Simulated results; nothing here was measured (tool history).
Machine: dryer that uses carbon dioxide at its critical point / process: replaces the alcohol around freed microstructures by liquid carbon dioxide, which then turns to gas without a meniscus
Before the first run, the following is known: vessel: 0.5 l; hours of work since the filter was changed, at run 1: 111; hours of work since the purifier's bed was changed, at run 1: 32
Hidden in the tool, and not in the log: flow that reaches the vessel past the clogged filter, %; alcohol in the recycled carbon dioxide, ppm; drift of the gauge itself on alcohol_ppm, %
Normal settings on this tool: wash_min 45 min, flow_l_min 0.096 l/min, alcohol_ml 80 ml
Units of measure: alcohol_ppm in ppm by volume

run    hour  wash_min  flow_l_min  alcohol_ml  hours of work since the filter was changed  hours of work since the purifier's bed was changed  alcohol_ppm
  1       0        45       0.096          80                                         111                                                  32          389
  2    46.4        45       0.096          80                                         133                                                  54          399
  3    88.1        37       0.096          80                                         152                                                  73         1192
  4   149.2        37       0.096          80                                         180                                                 101         1240
  5   182.2        37       0.096          80                                         195                                                 116         1265
  6   223.6        37       0.096          80                                         214                                                 135         1298
  7   274.2        45      0.0762          80                                         237                                                 159         1641
  8   328.4        45       0.096          80                                         262                                                 184          507
  9   362.8        45      0.0679          80                                         278                                                 199         2844
 10   416.7        70       0.096          80                                         303                                                 224           49
 11   446.4        45       0.096          80                                         317                                                 238          571
 12   511.6        45      0.1066          80                                         347                                                 268          321
 13   568.7        35       0.096          80                                         373                                                 294         2054
 14   639.4        35       0.096          80                                         405                                                 327         2236
 15   689.2        45       0.096          80                                         428                                                 349          685
 16   736.1        45       0.096          80                                         450                                                 371          724
 17     802        31      0.0814          52                                         480                                                 401         4499
 18   858.4        53      0.0886          33                                         506                                                 427          242
 19   903.8        42      0.1188          59                                         527                                                 448          281
 20   963.3        42      0.1188          59                                         554                                                 476          295
 21  1025.4        36      0.1456          80                                         583                                                 504          311
     1057.6  -- inlet filter changed
 22  1066.4        64      0.1345          42                                           4                                                 522           56
 23  1101.2        45       0.096          24                                          20                                                 538          147
 24  1170.4        48      0.1019          48                                          52                                                 570          149

Expected results for the next run?
 25  1225.5        52       0.096          45                                          77                                                 596            ?

{"run 25": {"alcohol_ppm": 146}}
Without the tool's hidden state the same run would have given alcohol_ppm 76 ppm by volume.
